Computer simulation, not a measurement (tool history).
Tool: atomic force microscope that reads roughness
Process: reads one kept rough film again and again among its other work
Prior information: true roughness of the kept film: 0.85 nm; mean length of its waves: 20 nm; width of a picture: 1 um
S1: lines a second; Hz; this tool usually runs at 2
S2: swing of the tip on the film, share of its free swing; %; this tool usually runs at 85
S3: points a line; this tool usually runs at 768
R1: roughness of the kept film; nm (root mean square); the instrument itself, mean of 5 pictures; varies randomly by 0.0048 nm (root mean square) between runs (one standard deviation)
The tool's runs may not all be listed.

| run | hour | S1 | S2 | S3 | R1 |
|---|---|---|---|---|---|
| 1 | 0 | 2 | 85 | 768 | 0.538 |
|  | 42 | new tip fitted |
| 2 | 52.8 | 2 | 85 | 768 | 0.661 |
| 3 | 91 | 0.51 | 85 | 768 | 0.692 |
| 4 | 140.7 | 0.51 | 85 | 768 | 0.642 |
| 5 | 190.9 | 0.51 | 85 | 768 | 0.601 |
| 6 | 239.6 | 0.51 | 85 | 768 | 0.573 |
|  | 244 | new tip fitted |
| 7 | 271.5 | 0.51 | 85 | 768 | 0.717 |
| 8 | 294.2 | 2 | 74 | 768 | 0.653 |
| 9 | 339.4 | 2.15 | 85 | 768 | 0.576 |
| 10 | 391.9 | 2 | 85 | 768 | 0.547 |
| 11 | 441.2 | 2 | 85 | 768 | 0.508 |
|  | 445.1 | new tip fitted |
| 12 | 494.6 | 2 | 85 | 768 | 0.614 |
| 13 | 518.9 | 2 | 85 | 768 | 0.595 |
| 14 | 564.9 | 2 | 85 | 295 | 0.552 |
| 15 | 609.6 | 2 | 85 | 295 | 0.517 |
| 16 | 643 | 2 | 85 | 302 | 0.5 |
|  | 647.4 | new tip fitted |
| 17 | 684.1 | 2 | 85 | 768 | 0.619 |
| 18 | 714 | 1.44 | 85 | 768 | 0.629 |
| 19 | 765.7 | 1.44 | 85 | 768 | 0.585 |
| 20 | 801.2 | 1.44 | 85 | 325 | 0.543 |
|  | 846.8 | new tip fitted |
| 21 | 846.8 | 1.44 | 85 | 325 | 0.682 |
| 22 | 896.7 | 1.44 | 85 | 325 | 0.628 |
| 23 | 934.2 | 1.44 | 85 | 325 | 0.594 |
| 24 | 963.8 | 2 | 85 | 768 | 0.56 |
| 25 | 994.6 | 2 | 78 | 768 | 0.561 |
| 26 | 1016.6 | 2 | 85 | 343 | 0.522 |
|  | 1046.7 | new tip fitted |
| 27 | 1068.6 | 2 | 59 | 257 | 0.712 |
| 28 | 1113.7 | 2 | 56 | 257 | 0.663 |
| 29 | 1158.1 | 2 | 85 | 446 | 0.559 |
| 30 | 1180.1 | 1.38 | 68 | 555 | 0.613 |
| 31 | 1229.4 | 1.38 | 55 | 297 | 0.585 |
|  | 1246.3 | new tip fitted |
| 32 | 1269.4 | 1.38 | 55 | 297 | 0.719 |
| 33 | 1309 | 2 | 85 | 417 | 0.596 |
| 34 | 1342.6 | 1.16 | 85 | 749 | 0.609 |
| 35 | 1393.7 | 2 | 67 | 768 | 0.581 |
| 36 | 1418.8 | 0.61 | 61 | 320 | 0.586 |
| 37 | 1443.5 | 1.54 | 88 | 911 | 0.517 |
|  | 1448.8 | new tip fitted |
| 38 | 1476.4 | 1.54 | 89 | 911 | 0.648 |
| 39 | 1498.3 | 2 | 75 | 768 | 0.661 |

Estimate the outcome of run 40 from the log above:
| 40 | 1547 | 2 | 75 | 768 | ? |

{"run 40": {"R1": 0.614}}
On a tool with no hidden condition, and with the same random variation, this run would have come out at R1 0.71 nm (root mean square).
